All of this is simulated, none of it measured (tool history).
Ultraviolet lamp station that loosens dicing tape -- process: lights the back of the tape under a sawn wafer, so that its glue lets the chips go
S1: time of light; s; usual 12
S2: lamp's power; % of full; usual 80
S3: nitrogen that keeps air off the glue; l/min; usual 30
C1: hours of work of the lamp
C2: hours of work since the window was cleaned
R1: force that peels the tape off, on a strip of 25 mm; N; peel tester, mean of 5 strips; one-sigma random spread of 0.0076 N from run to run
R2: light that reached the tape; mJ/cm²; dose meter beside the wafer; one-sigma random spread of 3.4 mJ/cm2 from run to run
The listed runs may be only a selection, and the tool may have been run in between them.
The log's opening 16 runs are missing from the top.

run 17 day=15.796 | S1=12 S2=80 S3=30 | C1=806 C2=429 | R1=0.564 R2=391
-- day=16.958 window cleaned of glue's vapour
run 18 day=17.104 | S1=12 S2=80 S3=30 | C1=829 C2=3 | R1=0.428 R2=444
run 19 day=18.442 | S1=12 S2=80 S3=30 | C1=852 C2=26 | R1=0.444 R2=442
run 20 day=19.146 | S1=12 S2=80 S3=9 | C1=865 C2=39 | R1=0.858 R2=435
run 21 day=20.192 | S1=12 S2=71 S3=20 | C1=883 C2=57 | R1=0.744 R2=384
run 22 day=21.017 | S1=6 S2=65 S3=25 | C1=898 C2=71 | R1=1.805 R2=176
run 23 day=22.246 | S1=6 S2=65 S3=25 | C1=919 C2=93 | R1=1.863 R2=174
run 24 day=23.183 | S1=11 S2=80 S3=9 | C1=936 C2=110 | R1=1.046 R2=384
run 25 day=24.200 | S1=11 S2=80 S3=9 | C1=954 C2=128 | R1=1.013 R2=381
run 26 day=25.496 | S1=11 S2=76 S3=9 | C1=977 C2=150 | R1=1.183 R2=352
run 27 day=26.258 | S1=11 S2=79 S3=41 | C1=990 C2=164 | R1=0.560 R2=365
run 28 day=27.312 | S1=11 S2=79 S3=41 | C1=1009 C2=182 | R1=0.590 R2=359
run 29 day=28.567 | S1=24 S2=80 S3=9 | C1=1031 C2=204 | R1=0.287 R2=789
run 30 day=29.296 | S1=23 S2=80 S3=20 | C1=1044 C2=217 | R1=0.207 R2=743
run 31 day=30.392 | S1=23 S2=80 S3=20 | C1=1063 C2=237 | R1=0.199 R2=741
run 32 day=31.679 | S1=23 S2=80 S3=20 | C1=1086 C2=259 | R1=0.209 R2=722
run 33 day=32.462 | S1=9 S2=80 S3=30 | C1=1099 C2=273 | R1=0.961 R2=281
run 34 day=33.579 | S1=22 S2=96 S3=32 | C1=1119 C2=293 | R1=0.153 R2=814
run 35 day=34.304 | S1=10 S2=75 S3=32 | C1=1132 C2=305 | R1=0.939 R2=287
run 36 day=35.138 | S1=10 S2=69 S3=11 | C1=1146 C2=320 | R1=1.559 R2=264
run 37 day=35.971 | S1=10 S2=69 S3=11 | C1=1161 C2=335 | R1=1.538 R2=259
run 38 day=36.842 | S1=10 S2=69 S3=11 | C1=1176 C2=350 | R1=1.618 R2=256
run 39 day=37.804 | S1=12 S2=67 S3=15 | C1=1193 C2=367 | R1=1.183 R2=296

5 ways to go on from here, each from the tool as it stands after run 39. What would each give?
run A day=39.133 | S1=8 S2=81 S3=16 | C1=1217 C2=391 | R1=? R2=?
run B day=39.133 | S1=10 S2=70 S3=15 | C1=1217 C2=391 | R1=? R2=?
run C day=39.133 | S1=16 S2=69 S3=13 | C1=1217 C2=391 | R1=? R2=?
run D day=39.133 | S1=7 S2=86 S3=20 | C1=1217 C2=391 | R1=? R2=?
run E day=39.133 | S1=22 S2=67 S3=15 | C1=1217 C2=391 | R1=? R2=?

run=A R1=1.493 R2=235
run=B R1=1.398 R2=261
run=C R1=0.811 R2=398
run=D R1=1.563 R2=220
run=E R1=0.447 R2=535
Without the tool's hidden state the same runs would have given:
run=A R1=0.804 R2=373
run=B R1=0.730 R2=410
run=C R1=0.348 R2=632
run=D R1=0.848 R2=348
run=E R1=0.187 R2=849

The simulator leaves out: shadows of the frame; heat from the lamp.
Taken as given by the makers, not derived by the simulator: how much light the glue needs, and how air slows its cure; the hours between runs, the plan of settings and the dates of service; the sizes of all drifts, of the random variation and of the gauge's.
